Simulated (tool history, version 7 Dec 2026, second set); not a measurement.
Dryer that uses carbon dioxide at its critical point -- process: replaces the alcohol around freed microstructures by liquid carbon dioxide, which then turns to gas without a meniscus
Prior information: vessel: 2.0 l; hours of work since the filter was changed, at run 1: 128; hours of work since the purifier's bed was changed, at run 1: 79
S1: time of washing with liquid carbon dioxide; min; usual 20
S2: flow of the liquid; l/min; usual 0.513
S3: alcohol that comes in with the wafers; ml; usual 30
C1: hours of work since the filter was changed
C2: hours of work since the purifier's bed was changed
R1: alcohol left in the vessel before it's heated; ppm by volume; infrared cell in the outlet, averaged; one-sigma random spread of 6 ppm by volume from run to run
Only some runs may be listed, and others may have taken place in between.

run,hour,S1,S2,S3,C1,C2,R1
1,0.0,20,0.513,30,128,79,252
2,24.8,20,0.513,58,137,88,487
3,50.1,20,0.513,58,146,97,475
4,76.9,20,0.513,28,155,107,231
5,89.7,20,0.513,28,160,112,241
6,120.1,20,0.513,41,171,123,359
7,144.7,24,0.513,30,180,131,125
8,173.1,24,0.513,30,190,142,117
9,186.8,24,0.821,30,195,147,18
10,205.0,24,0.821,30,202,153,21
11,219.3,20,0.322,30,207,158,1274
12,245.1,20,0.322,30,216,168,1237
13,275.4,20,0.322,30,227,179,1268
14,294.9,20,0.513,30,234,186,281
15,320.4,20,0.513,30,243,195,289
16,351.0,20,0.513,30,255,206,288
17,380.8,20,0.513,30,265,217,282
18,411.5,20,0.479,30,276,228,385
19,431.3,20,0.513,22,284,235,220
20,454.1,20,0.560,30,292,243,216
21,474.1,18,0.513,30,299,251,456
22,486.6,29,0.513,30,304,255,60
23,507.4,29,0.513,30,311,263,71
24,537.3,24,0.352,30,322,273,634
25,564.9,22,0.610,30,332,283,101
26,590.6,22,0.610,30,341,293,96
27,615.5,22,0.610,30,350,302,96
28,636.2,19,0.462,22,358,309,399
29,653.7,19,0.462,22,364,316,421
30,680.9,16,0.513,32,374,325,724
31,696.3,14,0.513,81,379,331,2589
32,709.1,14,0.316,81,384,336,7937
33,735.1,29,0.513,91,393,345,182
34,761.6,14,0.513,104,403,355,3391
35,777.8,14,0.513,104,409,360,3431
36,807.9,16,0.686,30,420,371,255
# hour 830.5: inlet filter changed
37,839.7,16,0.686,30,3,382,173
38,870.3,22,0.332,21,14,394,577
39,891.8,22,0.332,21,22,401,581
40,911.0,22,0.332,21,29,408,569
41,932.6,22,0.332,21,37,416,579
42,947.5,28,0.740,21,42,421,34
43,972.2,28,0.356,37,51,430,364
44,993.6,20,0.483,61,59,438,611
45,1024.1,20,0.513,30,70,449,246
46,1048.3,20,0.513,30,79,458,245

Pick out some run-to-run changes in R1. Of each, how much would a tool without hidden state show as well, from the settings, what came in and chance, and how much is left for the hidden state and any gauge scatter not in both results compared?
What the log doesn't record here: flow that reaches the vessel past the clogged filter, %; alcohol in the recycled carbon dioxide, ppm; drift of the gauge itself on alcohol_ppm, %.
Run 31 -> 32: S2 0.513 -> 0.316. R1 +5348 ppm by volume: hidden state +562, all else +4786.
Run 32 -> 33: S1 14 -> 29, S2 0.316 -> 0.513, S3 81 -> 91. R1 -7755 ppm by volume: hidden state -1077, all else -6678.
Run 33 -> 34: S1 29 -> 14, S3 91 -> 104. R1 +3209 ppm by volume: hidden state +736, all else +2473.
Run 35 -> 36: S1 14 -> 16, S2 0.513 -> 0.686, S3 104 -> 30. R1 -3176 ppm by volume: hidden state -745, all else -2431.
